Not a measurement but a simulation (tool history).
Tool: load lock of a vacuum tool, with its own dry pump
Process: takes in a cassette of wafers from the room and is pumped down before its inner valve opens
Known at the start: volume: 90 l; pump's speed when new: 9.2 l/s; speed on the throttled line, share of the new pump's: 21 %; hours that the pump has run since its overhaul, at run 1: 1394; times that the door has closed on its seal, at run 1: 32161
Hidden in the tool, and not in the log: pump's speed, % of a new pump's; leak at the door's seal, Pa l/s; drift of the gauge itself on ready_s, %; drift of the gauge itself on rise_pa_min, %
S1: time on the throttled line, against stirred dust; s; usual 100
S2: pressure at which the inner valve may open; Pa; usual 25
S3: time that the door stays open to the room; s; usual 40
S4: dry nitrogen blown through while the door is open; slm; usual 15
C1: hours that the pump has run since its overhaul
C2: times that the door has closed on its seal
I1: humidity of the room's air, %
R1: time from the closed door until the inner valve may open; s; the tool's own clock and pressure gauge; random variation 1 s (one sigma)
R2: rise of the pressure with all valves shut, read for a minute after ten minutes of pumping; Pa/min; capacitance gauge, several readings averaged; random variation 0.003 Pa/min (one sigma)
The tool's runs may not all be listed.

{"run": 1, "day": 0.0, "S1": 100, "S2": 25, "S3": 40, "S4": 15, "C1": 1394, "C2": 32161, "I1": 47.9, "R1": 159.7, "R2": 0.025}
{"run": 2, "day": 12.846, "S1": 100, "S2": 25, "S3": 40, "S4": 15, "C1": 1702, "C2": 33338, "I1": 44.3, "R1": 158.5, "R2": 0.02}
{"run": 3, "day": 23.15, "S1": 100, "S2": 25, "S3": 40, "S4": 15, "C1": 1950, "C2": 34282, "I1": 40.4, "R1": 159.4, "R2": 0.021}
{"run": 4, "day": 36.217, "S1": 100, "S2": 25, "S3": 40, "S4": 15, "C1": 2263, "C2": 35479, "I1": 41.8, "R1": 159.7, "R2": 0.017}
{"run": 5, "day": 45.638, "S1": 100, "S2": 25, "S3": 40, "S4": 15, "C1": 2489, "C2": 36342, "I1": 45.2, "R1": 158.6, "R2": 0.02}
{"run": 6, "day": 59.058, "S1": 55, "S2": 23, "S3": 40, "S4": 4, "C1": 2811, "C2": 37572, "I1": 42.2, "R1": 125.3, "R2": 0.03}
{"run": 7, "day": 67.367, "S1": 116, "S2": 43, "S3": 40, "S4": 15, "C1": 3011, "C2": 38333, "I1": 47.8, "R1": 166.8, "R2": 0.014}
{"run": 8, "day": 74.454, "S1": 116, "S2": 38, "S3": 40, "S4": 15, "C1": 3181, "C2": 38982, "I1": 46.6, "R1": 171.1, "R2": 0.021}
{"run": 9, "day": 90.712, "S1": 116, "S2": 38, "S3": 40, "S4": 15, "C1": 3571, "C2": 40472, "I1": 48.3, "R1": 168.2, "R2": 0.027}
{"run": 10, "day": 97.804, "S1": 116, "S2": 38, "S3": 40, "S4": 15, "C1": 3741, "C2": 41122, "I1": 44.5, "R1": 169.2, "R2": 0.023}

Forecast each of these 3 alternatives for the next run:
{"run": "A", "day": 110.704, "S1": 83, "S2": 46, "S3": 40, "S4": 15, "C1": 4051, "C2": 42303, "I1": 43.3, "R1": "?", "R2": "?"}
{"run": "B", "day": 110.704, "S1": 100, "S2": 23, "S3": 112, "S4": 15, "C1": 4051, "C2": 42303, "I1": 45.1, "R1": "?", "R2": "?"}
{"run": "C", "day": 110.704, "S1": 122, "S2": 24, "S3": 40, "S4": 15, "C1": 4051, "C2": 42303, "I1": 45.2, "R1": "?", "R2": "?"}

run=A R1=140.5 R2=0.025
run=B R1=161.3 R2=0.027
run=C R1=178.2 R2=0.021
Without the tool's hidden state the same runs would have given:
run=A R1=140.5 R2=0.023
run=B R1=161.3 R2=0.026
run=C R1=178.2 R2=0.020
